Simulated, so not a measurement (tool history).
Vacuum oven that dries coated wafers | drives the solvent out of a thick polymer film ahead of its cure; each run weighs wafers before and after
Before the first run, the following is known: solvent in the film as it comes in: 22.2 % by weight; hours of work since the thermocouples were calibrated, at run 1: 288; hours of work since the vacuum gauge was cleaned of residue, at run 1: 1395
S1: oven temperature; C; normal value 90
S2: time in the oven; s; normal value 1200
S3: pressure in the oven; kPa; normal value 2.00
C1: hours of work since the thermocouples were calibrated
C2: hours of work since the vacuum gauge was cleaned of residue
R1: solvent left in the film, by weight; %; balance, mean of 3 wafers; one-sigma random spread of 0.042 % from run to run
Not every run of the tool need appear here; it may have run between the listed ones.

run    hour  S1    S2    S3   C1    C2     R1
  1     0.0  90  1200  2.00  288  1395   4.31
  2    69.9  90  1200  2.00  323  1429   4.24
  3   102.8  90  1200  2.00  339  1445   4.40
  4   162.1  90  1200  2.00  369  1475   4.31
  5   228.4  90  1200  2.00  401  1508   4.47
  6   271.8  90  1200  2.00  423  1529   4.40
      280.0  -- oven's thermocouples calibrated
  7   323.5  90  1200  2.00   22  1554   4.42
  8   375.0  90  1200  2.00   47  1579   4.36
  9   414.2  90  1200  2.00   66  1599   4.51
 10   475.0  90  1200  2.00   97  1629   4.43
 11   517.9  90  1020  2.00  118  1650   5.33
 12   586.1  77   780  3.75  152  1684  12.78
 13   645.5  77   780  3.75  181  1713  12.68
 14   676.3  90   900  2.00  196  1729   6.05
      691.0  -- oven's thermocouples calibrated, once more
 15   749.4  90   900  2.26   29  1764   6.11
 16   800.7  96  1620  1.98   54  1789   2.01
 17   836.4  84  1080  1.30   72  1807   6.47
 18   887.2  88  1500  2.41   97  1832   4.27
 19   946.6  88  1380  2.41  127  1861   4.72
 20  1002.2  88  1380  2.41  154  1889   4.73

Each row is a separate what-if for the run after 20, all from the same tool condition, not one after another. Results?
  A  1038.4  103   840  2.19  172  1907   ?
  B  1038.4   94  1620  6.61  172  1907   ?
  C  1038.4   88  1380  2.28  172  1907   ?
  D  1038.4  104   720  2.41  172  1907   ?

run    R1
  A  2.88
  B  5.41
  C  4.69
  D  3.38
With no hidden state in the tool, these same runs would have given:
run    R1
  A  2.54
  B  4.96
  C  4.18
  D  3.02
